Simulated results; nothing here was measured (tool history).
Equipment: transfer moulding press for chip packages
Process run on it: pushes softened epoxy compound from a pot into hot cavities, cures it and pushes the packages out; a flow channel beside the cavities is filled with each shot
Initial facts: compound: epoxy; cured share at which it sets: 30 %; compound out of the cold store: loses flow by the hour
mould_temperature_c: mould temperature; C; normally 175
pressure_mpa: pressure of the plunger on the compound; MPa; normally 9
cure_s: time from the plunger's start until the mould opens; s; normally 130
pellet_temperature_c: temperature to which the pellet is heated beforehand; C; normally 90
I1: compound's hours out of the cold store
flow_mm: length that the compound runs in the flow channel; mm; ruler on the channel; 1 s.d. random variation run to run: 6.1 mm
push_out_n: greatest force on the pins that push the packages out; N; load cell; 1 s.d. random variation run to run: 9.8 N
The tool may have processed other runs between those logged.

Run 1, day 0: usual settings; I1 13.7. Result: flow_mm 849 mm, push_out_n 473 N.
Run 2, day 2.712: usual settings; I1 30.7. Result: flow_mm 745 mm, push_out_n 428 N.
Run 3, day 5.579: usual settings but pellet_temperature_c 83 C; I1 22.4. Result: flow_mm 794 mm, push_out_n 454 N.
Run 4, day 7.175: usual settings but pellet_temperature_c 83 C; I1 38.3. Result: flow_mm 699 mm, push_out_n 443 N.
Run 5, day 10.404: usual settings but pellet_temperature_c 83 C; I1 47.5. Result: flow_mm 656 mm, push_out_n 428 N.
Run 6, day 11.729: usual settings but pellet_temperature_c 83 C; I1 30. Result: flow_mm 751 mm, push_out_n 424 N.
Run 7, day 13.325: usual settings but mould_temperature_c 173 C; I1 19.8. Result: flow_mm 831 mm, push_out_n 488 N.
Run 8, day 15.579: usual settings; I1 34.9. Result: flow_mm 721 mm, push_out_n 421 N.
Run 9, day 18.367: usual settings; I1 18.8. Result: flow_mm 812 mm, push_out_n 447 N.
Run 10, day 21.446: usual settings; I1 43.2. Result: flow_mm 685 mm, push_out_n 434 N.
Run 11, day 24.612: usual settings; I1 44.6. Result: flow_mm 672 mm, push_out_n 435 N.
Run 12, day 27.504: usual settings; I1 29.1. Result: flow_mm 755 mm, push_out_n 443 N.
Run 13, day 29.142: usual settings; I1 35.6. Result: flow_mm 704 mm, push_out_n 440 N.
Run 14, day 31.104: usual settings but mould_temperature_c 179 C, pressure_mpa 7.23 MPa, cure_s 163 s, pellet_temperature_c 84 C; I1 24.5. Result: flow_mm 684 mm, push_out_n 389 N.
Run 15, day 32.633: usual settings but pressure_mpa 6.85 MPa, cure_s 150 s; I1 27.4. Result: flow_mm 668 mm, push_out_n 422 N.
Run 16, day 34.938: usual settings but pressure_mpa 6.85 MPa, cure_s 150 s; I1 20. Result: flow_mm 695 mm, push_out_n 411 N.
Run 17, day 36.733: usual settings but pressure_mpa 6.85 MPa, cure_s 150 s; I1 38. Result: flow_mm 613 mm, push_out_n 414 N.
Run 18, day 39.712: usual settings but pressure_mpa 6.82 MPa, cure_s 150 s; I1 41.6. Result: flow_mm 599 mm, push_out_n 402 N.
Run 19, day 41.438: usual settings but mould_temperature_c 177 C, pressure_mpa 7.81 MPa, cure_s 144 s, pellet_temperature_c 92 C; I1 46.1. Result: flow_mm 614 mm, push_out_n 395 N.
Run 20, day 43.004: usual settings but mould_temperature_c 177 C, pressure_mpa 7.81 MPa, cure_s 144 s, pellet_temperature_c 92 C; I1 17.6. Result: flow_mm 756 mm, push_out_n 398 N.
Run 21, day 46.021: usual settings but mould_temperature_c 177 C, pressure_mpa 7.81 MPa, cure_s 144 s, pellet_temperature_c 92 C; I1 18.5. Result: flow_mm 750 mm, push_out_n 411 N.
Run 22, day 47.621: usual settings but mould_temperature_c 177 C, pressure_mpa 7.81 MPa, cure_s 144 s, pellet_temperature_c 92 C; I1 34.7. Result: flow_mm 669 mm, push_out_n 391 N.
Run 23, day 50.554: usual settings but mould_temperature_c 178 C, pressure_mpa 10.97 MPa, cure_s 114 s, pellet_temperature_c 95 C; I1 47.9. Result: flow_mm 713 mm, push_out_n 413 N.
Run 24, day 52.946: usual settings but mould_temperature_c 178 C, pressure_mpa 10.97 MPa, cure_s 114 s, pellet_temperature_c 95 C; I1 40.8. Result: flow_mm 745 mm, push_out_n 450 N.
Run 25, day 55.038: usual settings but mould_temperature_c 182 C, pressure_mpa 10.78 MPa, cure_s 134 s, pellet_temperature_c 87 C; I1 28.9. Result: flow_mm 800 mm, push_out_n 407 N.
Run 26, day 57.467: usual settings but mould_temperature_c 182 C, pressure_mpa 10.78 MPa, cure_s 134 s, pellet_temperature_c 87 C; I1 44.6. Result: flow_mm 702 mm, push_out_n 402 N.

The log once held 24 entries between its listed runs, left out of this copy. Where does each go, and what is different about the tool's unlogged condition between the listed run before it and the listed run after it?
Logged between run 1 and run 2: cavities cleaned with cleaning compound and waxed (day 0.558)
  pressure that reaches the compound, % of what is set: 99.94 -> 99.92; grip of the stained cavities, % over clean ones': 1.4 -> 1.3
Logged between run 2 and run 3: cavities cleaned with cleaning compound and waxed (day 3.529)
  pressure that reaches the compound, % of what is set: 99.92 -> 99.9
Logged between run 3 and run 4: cavities cleaned with cleaning compound and waxed (day 6.562); mould's thermocouples calibrated (day 7.121)
  true mould temperature over the reading, C: -0.01 -> 0; pressure that reaches the compound, % of what is set: 99.9 -> 99.89; grip of the stained cavities, % over clean ones': 1.3 -> 0.5
Logged between run 4 and run 5: cavities cleaned with cleaning compound and waxed (day 9.821)
  true mould temperature over the reading, C: 0 -> -0.01; pressure that reaches the compound, % of what is set: 99.89 -> 99.87
Logged between run 6 and run 7: cavities cleaned with cleaning compound and waxed (day 12.95)
  pressure that reaches the compound, % of what is set: 99.86 -> 99.85; grip of the stained cavities, % over clean ones': 1.3 -> 0.3
Logged between run 8 and run 9: cavities cleaned with cleaning compound and waxed (day 16.033)
  pressure that reaches the compound, % of what is set: 99.83 -> 99.81; grip of the stained cavities, % over clean ones': 1.6 -> 1.4
Logged between run 9 and run 10: cavities cleaned with cleaning compound and waxed (day 19.162)
  pressure that reaches the compound, % of what is set: 99.81 -> 99.79; grip of the stained cavities, % over clean ones': 1.4 -> 1.5
Logged between run 10 and run 11: cavities cleaned with cleaning compound and waxed (day 22.254); plunger's sealing rings changed (day 23.442)
  pressure that reaches the compound, % of what is set: 99.79 -> 99.99; grip of the stained cavities, % over clean ones': 1.5 -> 1.4
Logged between run 11 and run 12: cavities cleaned with cleaning compound and waxed (day 25.533)
  pressure that reaches the compound, % of what is set: 99.99 -> 99.96; grip of the stained cavities, % over clean ones': 1.4 -> 1.3
Logged between run 12 and run 13: cavities cleaned with cleaning compound and waxed (day 28.571)
  true mould temperature over the reading, C: -0.01 -> -0.02; pressure that reaches the compound, % of what is set: 99.96 -> 99.95; grip of the stained cavities, % over clean ones': 1.3 -> 0.5
Logged between run 13 and run 14: mould's thermocouples calibrated (day 31.104)
  true mould temperature over the reading, C: -0.02 -> -0.01; pressure that reaches the compound, % of what is set: 99.95 -> 99.94; grip of the stained cavities, % over clean ones': 0.5 -> 1.5
Logged between run 14 and run 15: cavities cleaned with cleaning compound and waxed (day 31.733)
  pressure that reaches the compound, % of what is set: 99.94 -> 99.93; grip of the stained cavities, % over clean ones': 1.5 -> 0.7
Logged between run 15 and run 16: cavities cleaned with cleaning compound and waxed (day 34.846)
  pressure that reaches the compound, % of what is set: 99.93 -> 99.92; grip of the stained cavities, % over clean ones': 0.7 -> 0.1
Logged between run 17 and run 18: cavities cleaned with cleaning compound and waxed (day 38.062)
  pressure that reaches the compound, % of what is set: 99.9 -> 99.88
Logged between run 18 and run 19: cavities cleaned with cleaning compound and waxed (day 41.283)
  true mould temperature over the reading, C: -0.01 -> -0.02; pressure that reaches the compound, % of what is set: 99.88 -> 99.87; grip of the stained cavities, % over clean ones': 1.2 -> 0.1
Logged between run 20 and run 21: cavities cleaned with cleaning compound and waxed (day 44.438)
  pressure that reaches the compound, % of what is set: 99.86 -> 99.84; grip of the stained cavities, % over clean ones': 1.1 -> 1
Logged between run 21 and run 22: cavities cleaned with cleaning compound and waxed (day 47.454)
  pressure that reaches the compound, % of what is set: 99.84 -> 99.82; grip of the stained cavities, % over clean ones': 1 -> 0.2
Logged between run 22 and run 23: cavities cleaned with cleaning compound and waxed (day 50.517)
  pressure that reaches the compound, % of what is set: 99.82 -> 99.8; grip of the stained cavities, % over clean ones': 0.2 -> 0.1
Logged between run 24 and run 25: cavities cleaned with cleaning compound and waxed (day 53.517); mould's thermocouples calibrated (day 54.967)
  true mould temperature over the reading, C: -0.02 -> 0; pressure that reaches the compound, % of what is set: 99.79 -> 99.77; grip of the stained cavities, % over clean ones': 1.4 -> 1
Logged between run 25 and run 26: plunger's sealing rings changed (day 55.704); cavities cleaned with cleaning compound and waxed (day 56.888)
  pressure that reaches the compound, % of what is set: 99.77 -> 99.98; grip of the stained cavities, % over clean ones': 1 -> 0.6
